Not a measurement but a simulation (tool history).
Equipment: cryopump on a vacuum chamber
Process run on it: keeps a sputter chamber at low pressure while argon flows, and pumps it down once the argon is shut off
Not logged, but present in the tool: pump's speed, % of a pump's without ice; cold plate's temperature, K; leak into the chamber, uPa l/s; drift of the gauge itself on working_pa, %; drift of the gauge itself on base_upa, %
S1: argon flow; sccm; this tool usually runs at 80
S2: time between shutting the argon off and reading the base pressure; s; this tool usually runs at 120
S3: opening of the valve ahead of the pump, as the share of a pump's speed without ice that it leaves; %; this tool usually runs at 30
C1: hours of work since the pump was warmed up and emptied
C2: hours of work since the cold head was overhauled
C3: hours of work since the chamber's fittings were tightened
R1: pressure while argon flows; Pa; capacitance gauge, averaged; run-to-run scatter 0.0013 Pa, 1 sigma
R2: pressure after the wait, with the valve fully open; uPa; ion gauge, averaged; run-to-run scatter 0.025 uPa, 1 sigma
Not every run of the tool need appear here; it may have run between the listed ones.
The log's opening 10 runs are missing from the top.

run    hour   S1   S2  S3   C1    C2    C3      R1    R2
 11   898.6   80  120  17  237  2867   237  0.5258  1.61
 12   972.3  122  120  30  297  2927   297  0.4745  1.78
     1069.1  -- pump warmed up, emptied and cooled again
 13  1096.7  122  120  30   22  3024   394  0.4403  1.77
 14  1185.5  122  120  30   95  3096   466  0.4481  1.97
 15  1302.5  122  120  30  190  3191   561  0.4559  2.36
 16  1377.6  122  120  30  251  3252   623  0.4684  2.51
 17  1490.1   80  112  30  342  3344   714  0.3139  2.77
     1527.3  -- pump warmed up, emptied and cooled again
 18  1601.1   77   61  32   60  3430   800  0.2609  3.49
 19  1668.9   43  120  30  115  3485   855  0.1578  2.81
 20  1776.4   80  120  37  202  3572   942  0.2473  3.09
 21  1886.6  121   32  30  292  3662  1032  0.4627  5.78
     1978.1  -- leaking fittings of the chamber tightened, without venting
 22  1978.1   79  120  30  365  3734     0  0.3098  1.08
       1993  -- pump warmed up, emptied and cooled again
 23  2069.1  136   63  22   62  3804    70  0.6776  1.91
 24  2163.5  136   63  22  139  3881   147  0.6834  2.08
 25    2222  136   63  22  186  3928   194  0.6858  2.27
 26  2331.8   39  123  22  275  4018   283  0.2004  1.67
 27  2404.5   45   35  23  334  4077   342  0.2246  3.83
     2459.1  -- pump warmed up, emptied and cooled again
 28  2463.4   45   35  23    4  4120   386  0.2122  3.55
 29  2574.7  132   28  35   94  4211   476  0.4189  4.61

What will run 30 give?
 30  2682  132  28  35  181  4298  564   ?   ?

{"run 30": {"R1": 0.4281, "R2": 4.95}}
Had the tool carried no hidden state, the very same run would have given R1 0.4056 Pa, R2 3.62 uPa.
